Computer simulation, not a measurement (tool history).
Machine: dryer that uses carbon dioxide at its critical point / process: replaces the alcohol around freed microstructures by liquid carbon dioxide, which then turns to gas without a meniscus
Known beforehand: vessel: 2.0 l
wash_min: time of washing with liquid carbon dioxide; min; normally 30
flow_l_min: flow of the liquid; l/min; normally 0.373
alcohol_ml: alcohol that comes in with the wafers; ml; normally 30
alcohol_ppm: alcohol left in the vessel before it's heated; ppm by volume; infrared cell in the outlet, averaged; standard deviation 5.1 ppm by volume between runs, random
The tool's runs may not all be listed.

Run 1, day 0.000: usual settings. Result: alcohol_ppm 81 ppm by volume.
Run 2, day 0.583: usual settings. Result: alcohol_ppm 93 ppm by volume.
Run 3, day 1.067: usual settings. Result: alcohol_ppm 104 ppm by volume.
Run 4, day 1.733: usual settings. Result: alcohol_ppm 86 ppm by volume.
Run 5, day 2.100: usual settings. Result: alcohol_ppm 91 ppm by volume.
Run 6, day 2.742: usual settings but flow_l_min 0.588 l/min. Result: alcohol_ppm 17 ppm by volume.
Run 7, day 3.058: usual settings but flow_l_min 0.588 l/min. Result: alcohol_ppm 9 ppm by volume.
Run 8, day 3.567: usual settings but flow_l_min 0.588 l/min. Result: alcohol_ppm 12 ppm by volume.
Run 9, day 4.004: usual settings. Result: alcohol_ppm 88 ppm by volume.
Run 10, day 4.525: usual settings but flow_l_min 0.334 l/min. Result: alcohol_ppm 158 ppm by volume.
Run 11, day 4.846: usual settings but flow_l_min 0.334 l/min. Result: alcohol_ppm 153 ppm by volume.
Run 12, day 5.271: usual settings but flow_l_min 0.334 l/min. Result: alcohol_ppm 142 ppm by volume.
Run 13, day 5.767: usual settings but flow_l_min 0.334 l/min. Result: alcohol_ppm 147 ppm by volume.
Run 14, day 6.512: usual settings but alcohol_ml 81 ml. Result: alcohol_ppm 234 ppm by volume.
Run 15, day 7.075: usual settings. Result: alcohol_ppm 95 ppm by volume.
Run 16, day 7.708: usual settings but wash_min 45 min, flow_l_min 0.327 l/min, alcohol_ml 31 ml. Result: alcohol_ppm 24 ppm by volume.
Run 17, day 8.192: usual settings but wash_min 45 min, flow_l_min 0.327 l/min, alcohol_ml 31 ml. Result: alcohol_ppm 26 ppm by volume.
Run 18, day 8.933: usual settings but wash_min 45 min, flow_l_min 0.327 l/min, alcohol_ml 31 ml. Result: alcohol_ppm 33 ppm by volume.
Run 19, day 9.658: usual settings but wash_min 19 min, flow_l_min 0.257 l/min, alcohol_ml 31 ml. Result: alcohol_ppm 1578 ppm by volume.
Run 20, day 10.021: usual settings but wash_min 48 min, flow_l_min 0.395 l/min. Result: alcohol_ppm 15 ppm by volume.
Run 21, day 10.629: usual settings but wash_min 48 min, flow_l_min 0.516 l/min, alcohol_ml 101 ml. Result: alcohol_ppm 14 ppm by volume.
Run 22, day 11.042: usual settings but flow_l_min 0.352 l/min, alcohol_ml 26 ml. Result: alcohol_ppm 110 ppm by volume.
Run 23, day 11.517: usual settings but wash_min 40 min. Result: alcohol_ppm 30 ppm by volume.
Run 24, day 12.288: usual settings but flow_l_min 0.242 l/min, alcohol_ml 103 ml. Result: alcohol_ppm 1753 ppm by volume.
Run 25, day 12.825: usual settings but flow_l_min 0.503 l/min. Result: alcohol_ppm 30 ppm by volume.
Run 26, day 13.317: usual settings but flow_l_min 0.442 l/min, alcohol_ml 65 ml. Result: alcohol_ppm 98 ppm by volume.
Run 27, day 13.942: usual settings but flow_l_min 0.344 l/min. Result: alcohol_ppm 157 ppm by volume.
Run 28, day 14.429: usual settings but flow_l_min 0.344 l/min. Result: alcohol_ppm 149 ppm by volume.
Run 29, day 15.096: usual settings but wash_min 40 min, flow_l_min 0.257 l/min, alcohol_ml 37 ml. Result: alcohol_ppm 171 ppm by volume.
Run 30, day 15.629: usual settings but wash_min 40 min, flow_l_min 0.257 l/min, alcohol_ml 37 ml. Result: alcohol_ppm 166 ppm by volume.

5 options for the next run, each taken on its own from the tool as it stands now. Forecast them:
Run A, day 15.942: usual settings but flow_l_min 0.371 l/min, alcohol_ml 105 ml. Result: alcohol_ppm ?.
Run B, day 15.942: usual settings but wash_min 40 min, flow_l_min 0.257 l/min, alcohol_ml 47 ml. Result: alcohol_ppm ?.
Run C, day 15.942: usual settings but wash_min 18 min, flow_l_min 0.257 l/min, alcohol_ml 37 ml. Result: alcohol_ppm ?.
Run D, day 15.942: usual settings but wash_min 21 min, flow_l_min 0.382 l/min, alcohol_ml 31 ml. Result: alcohol_ppm ?.
Run E, day 15.942: usual settings but alcohol_ml 58 ml. Result: alcohol_ppm ?.

run  alcohol_ppm
  A          345
  B          209
  C         2130
  D          414
  E          190
What these runs would have given with no unlogged condition in the tool:
run  alcohol_ppm
  A          249
  B          149
  C         1866
  D          324
  E          132

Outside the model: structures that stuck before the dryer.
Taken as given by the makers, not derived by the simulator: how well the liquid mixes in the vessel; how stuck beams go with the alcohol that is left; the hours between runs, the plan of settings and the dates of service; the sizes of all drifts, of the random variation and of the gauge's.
